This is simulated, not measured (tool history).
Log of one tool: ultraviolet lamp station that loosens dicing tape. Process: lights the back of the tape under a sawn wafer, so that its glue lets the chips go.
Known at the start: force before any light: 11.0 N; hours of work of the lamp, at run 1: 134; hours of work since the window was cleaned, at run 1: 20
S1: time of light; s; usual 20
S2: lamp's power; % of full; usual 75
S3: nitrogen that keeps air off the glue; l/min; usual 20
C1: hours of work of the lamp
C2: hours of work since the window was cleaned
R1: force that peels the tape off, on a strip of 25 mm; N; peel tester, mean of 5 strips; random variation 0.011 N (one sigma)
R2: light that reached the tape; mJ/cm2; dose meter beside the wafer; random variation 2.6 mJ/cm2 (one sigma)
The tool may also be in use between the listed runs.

run 1 day=0.000 | S1=20 S2=75 S3=20 | C1=134 C2=20 | R1=0.590 R2=314
run 2 day=0.233 | S1=20 S2=75 S3=20 | C1=137 C2=24 | R1=0.601 R2=308
run 3 day=0.483 | S1=20 S2=75 S3=20 | C1=141 C2=27 | R1=0.578 R2=307
run 4 day=0.775 | S1=20 S2=75 S3=20 | C1=145 C2=31 | R1=0.619 R2=303
run 5 day=1.133 | S1=20 S2=99 S3=20 | C1=150 C2=37 | R1=0.306 R2=401
run 6 day=1.308 | S1=20 S2=99 S3=20 | C1=153 C2=39 | R1=0.296 R2=397
run 7 day=1.483 | S1=20 S2=75 S3=20 | C1=155 C2=42 | R1=0.659 R2=302
run 8 day=1.646 | S1=20 S2=75 S3=20 | C1=157 C2=44 | R1=0.625 R2=303
run 9 day=2.021 | S1=20 S2=75 S3=20 | C1=163 C2=49 | R1=0.652 R2=303
run 10 day=2.192 | S1=20 S2=75 S3=20 | C1=165 C2=52 | R1=0.643 R2=298
run 11 day=2.400 | S1=20 S2=75 S3=20 | C1=168 C2=55 | R1=0.635 R2=295
run 12 day=2.662 | S1=20 S2=75 S3=20 | C1=172 C2=59 | R1=0.623 R2=294
run 13 day=2.904 | S1=20 S2=75 S3=20 | C1=175 C2=62 | R1=0.655 R2=300
run 14 day=3.238 | S1=32 S2=75 S3=20 | C1=180 C2=67 | R1=0.210 R2=475
run 15 day=3.546 | S1=20 S2=75 S3=20 | C1=185 C2=71 | R1=0.680 R2=291
-- day=3.596 window cleaned of glue's vapour
run 16 day=3.796 | S1=20 S2=75 S3=20 | C1=188 C2=3 | R1=0.705 R2=284
run 17 day=4.083 | S1=20 S2=75 S3=20 | C1=192 C2=7 | R1=0.704 R2=287
run 18 day=4.283 | S1=20 S2=75 S3=14 | C1=195 C2=10 | R1=1.002 R2=281
run 19 day=4.488 | S1=35 S2=75 S3=14 | C1=198 C2=13 | R1=0.262 R2=494
-- day=4.588 window cleaned of glue's vapour, once more
run 20 day=4.833 | S1=24 S2=75 S3=14 | C1=203 C2=4 | R1=0.564 R2=365
run 21 day=5.221 | S1=24 S2=75 S3=14 | C1=208 C2=9 | R1=0.556 R2=367
run 22 day=5.583 | S1=10 S2=75 S3=20 | C1=213 C2=14 | R1=2.480 R2=149
run 23 day=5.904 | S1=12 S2=70 S3=39 | C1=218 C2=19 | R1=1.383 R2=169
run 24 day=6.233 | S1=15 S2=84 S3=24 | C1=223 C2=24 | R1=0.803 R2=254
run 25 day=6.442 | S1=15 S2=84 S3=24 | C1=226 C2=27 | R1=0.827 R2=250
run 26 day=6.696 | S1=14 S2=97 S3=8 | C1=229 C2=30 | R1=1.777 R2=268
run 27 day=6.996 | S1=18 S2=94 S3=36 | C1=234 C2=35 | R1=0.285 R2=335
run 28 day=7.342 | S1=18 S2=94 S3=21 | C1=239 C2=40 | R1=0.460 R2=331
run 29 day=7.504 | S1=20 S2=67 S3=20 | C1=241 C2=42 | R1=0.854 R2=262
run 30 day=7.712 | S1=23 S2=75 S3=9 | C1=244 C2=45 | R1=1.066 R2=335
run 31 day=8.033 | S1=20 S2=94 S3=20 | C1=249 C2=50 | R1=0.372 R2=367
run 32 day=8.329 | S1=20 S2=94 S3=20 | C1=253 C2=54 | R1=0.391 R2=365
run 33 day=8.638 | S1=20 S2=94 S3=20 | C1=257 C2=58 | R1=0.393 R2=362
run 34 day=8.796 | S1=20 S2=92 S3=39 | C1=260 C2=61 | R1=0.240 R2=352
run 35 day=9.108 | S1=20 S2=67 S3=18 | C1=264 C2=65 | R1=0.998 R2=257
run 36 day=9.304 | S1=24 S2=77 S3=13 | C1=267 C2=68 | R1=0.647 R2=351
run 37 day=9.688 | S1=24 S2=77 S3=13 | C1=273 C2=74 | R1=0.629 R2=351
run 38 day=9.892 | S1=11 S2=77 S3=20 | C1=276 C2=76 | R1=2.237 R2=162
run 39 day=10.067 | S1=17 S2=88 S3=6 | C1=278 C2=79 | R1=2.011 R2=280
run 40 day=10.358 | S1=11 S2=91 S3=8 | C1=282 C2=83 | R1=3.152 R2=188
run 41 day=10.738 | S1=11 S2=91 S3=8 | C1=288 C2=89 | R1=3.059 R2=184
run 42 day=11.054 | S1=31 S2=75 S3=21 | C1=292 C2=93 | R1=0.249 R2=429
run 43 day=11.275 | S1=31 S2=75 S3=8 | C1=295 C2=96 | R1=0.657 R2=435

4 ways to go on from here, each from the tool as it stands after run 43. What would each give?
run A day=11.525 | S1=20 S2=95 S3=9 | C1=299 C2=100 | R1=? R2=?
run B day=11.525 | S1=36 S2=75 S3=15 | C1=299 C2=100 | R1=? R2=?
run C day=11.525 | S1=24 S2=75 S3=8 | C1=299 C2=100 | R1=? R2=?
run D day=11.525 | S1=10 S2=91 S3=20 | C1=299 C2=100 | R1=? R2=?

run=A R1=0.954 R2=346
run=B R1=0.244 R2=497
run=C R1=1.149 R2=331
run=D R1=2.154 R2=170
Without the tool's hidden state the same runs would have given:
run=A R1=0.613 R2=417
run=B R1=0.170 R2=598
run=C R1=0.759 R2=399
run=D R1=1.557 R2=204

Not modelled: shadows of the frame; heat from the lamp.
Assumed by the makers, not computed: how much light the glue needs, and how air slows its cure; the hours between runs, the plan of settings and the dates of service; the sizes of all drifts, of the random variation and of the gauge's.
